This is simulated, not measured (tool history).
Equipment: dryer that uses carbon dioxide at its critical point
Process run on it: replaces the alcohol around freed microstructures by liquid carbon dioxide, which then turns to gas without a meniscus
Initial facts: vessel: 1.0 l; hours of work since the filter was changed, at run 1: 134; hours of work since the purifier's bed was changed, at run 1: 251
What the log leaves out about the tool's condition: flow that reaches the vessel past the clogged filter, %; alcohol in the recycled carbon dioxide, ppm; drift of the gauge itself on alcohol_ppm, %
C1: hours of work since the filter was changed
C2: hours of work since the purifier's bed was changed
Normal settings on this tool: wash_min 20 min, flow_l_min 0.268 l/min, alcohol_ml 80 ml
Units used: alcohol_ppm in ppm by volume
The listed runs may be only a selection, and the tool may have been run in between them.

Run 1, hour 0.0: usual settings; C1 134; C2 251. Result: alcohol_ppm 1894 ppm by volume.
Run 2, hour 11.3: usual settings; C1 142; C2 258. Result: alcohol_ppm 1974 ppm by volume.
Run 3, hour 18.8: usual settings; C1 147; C2 263. Result: alcohol_ppm 1887 ppm by volume.
Run 4, hour 28.1: usual settings; C1 153; C2 269. Result: alcohol_ppm 1971 ppm by volume.
Run 5, hour 38.2: usual settings; C1 160; C2 276. Result: alcohol_ppm 1925 ppm by volume.
Run 6, hour 50.5: usual settings but flow_l_min 0.267 l/min; C1 168; C2 284. Result: alcohol_ppm 1990 ppm by volume.
Run 7, hour 59.4: usual settings but wash_min 13 min; C1 174; C2 290. Result: alcohol_ppm 6978 ppm by volume.
Run 8, hour 70.1: usual settings but wash_min 13 min; C1 181; C2 297. Result: alcohol_ppm 6994 ppm by volume.
Run 9, hour 80.2: usual settings but wash_min 30 min; C1 188; C2 304. Result: alcohol_ppm 447 ppm by volume.
Run 10, hour 87.1: usual settings but wash_min 30 min, flow_l_min 0.164 l/min; C1 193; C2 309. Result: alcohol_ppm 2853 ppm by volume.
Run 11, hour 94.9: usual settings but wash_min 18 min; C1 198; C2 314. Result: alcohol_ppm 2930 ppm by volume.
Run 12, hour 102.7: usual settings; C1 203; C2 319. Result: alcohol_ppm 2089 ppm by volume.
Run 13, hour 111.7: usual settings but flow_l_min 0.447 l/min; C1 209; C2 325. Result: alcohol_ppm 319 ppm by volume.
Run 14, hour 119.6: usual settings but wash_min 15 min, flow_l_min 0.292 l/min, alcohol_ml 20 ml; C1 214; C2 330. Result: alcohol_ppm 1122 ppm by volume.
Run 15, hour 131.7: usual settings but wash_min 15 min, flow_l_min 0.292 l/min, alcohol_ml 20 ml; C1 222; C2 339. Result: alcohol_ppm 1108 ppm by volume.
Run 16, hour 143.4: usual settings but wash_min 21 min; C1 230; C2 346. Result: alcohol_ppm 1820 ppm by volume.
Run 17, hour 148.9: usual settings but wash_min 21 min; C1 234; C2 350. Result: alcohol_ppm 1790 ppm by volume.
Run 18, hour 154.6: usual settings but wash_min 21 min; C1 238; C2 354. Result: alcohol_ppm 1824 ppm by volume.
Run 19, hour 162.2: usual settings but wash_min 26 min, alcohol_ml 23 ml; C1 243; C2 359. Result: alcohol_ppm 384 ppm by volume.
Run 20, hour 174.5: usual settings but wash_min 14 min, alcohol_ml 71 ml; C1 251; C2 367. Result: alcohol_ppm 5819 ppm by volume.
Run 21, hour 187.0: usual settings but flow_l_min 0.381 l/min; C1 259; C2 376. Result: alcohol_ppm 595 ppm by volume.
Run 22, hour 197.5: usual settings but flow_l_min 0.381 l/min; C1 266; C2 383. Result: alcohol_ppm 612 ppm by volume.
Run 23, hour 207.5: usual settings but flow_l_min 0.381 l/min; C1 273; C2 389. Result: alcohol_ppm 638 ppm by volume.
Run 24, hour 213.9: usual settings but wash_min 14 min, alcohol_ml 102 ml; C1 277; C2 394. Result: alcohol_ppm 8022 ppm by volume.
Run 25, hour 222.0: usual settings but wash_min 14 min, alcohol_ml 102 ml; C1 283; C2 399. Result: alcohol_ppm 8048 ppm by volume.
Run 26, hour 233.2: usual settings but wash_min 25 min, flow_l_min 0.176 l/min, alcohol_ml 102 ml; C1 290; C2 406. Result: alcohol_ppm 5619 ppm by volume.

Selected run-to-run steps in alcohol_ppm, each split into two signed amounts: the part the tool would show with no hidden state at all (from settings, incoming material and random variation), and the remainder, which goes to the hidden state together with any gauge scatter not common to the measured and the hidden-state-free results:
Run 8 -> 9: wash_min 13 -> 30. alcohol_ppm -6547 ppm by volume: hidden state -763, all else -5784.
Run 19 -> 20: wash_min 26 -> 14, alcohol_ml 23 -> 71. alcohol_ppm +5435 ppm by volume: hidden state +958, all else +4477.
Run 23 -> 24: wash_min 20 -> 14, flow_l_min 0.381 -> 0.268, alcohol_ml 80 -> 102. alcohol_ppm +7384 ppm by volume: hidden state +1369, all else +6015.
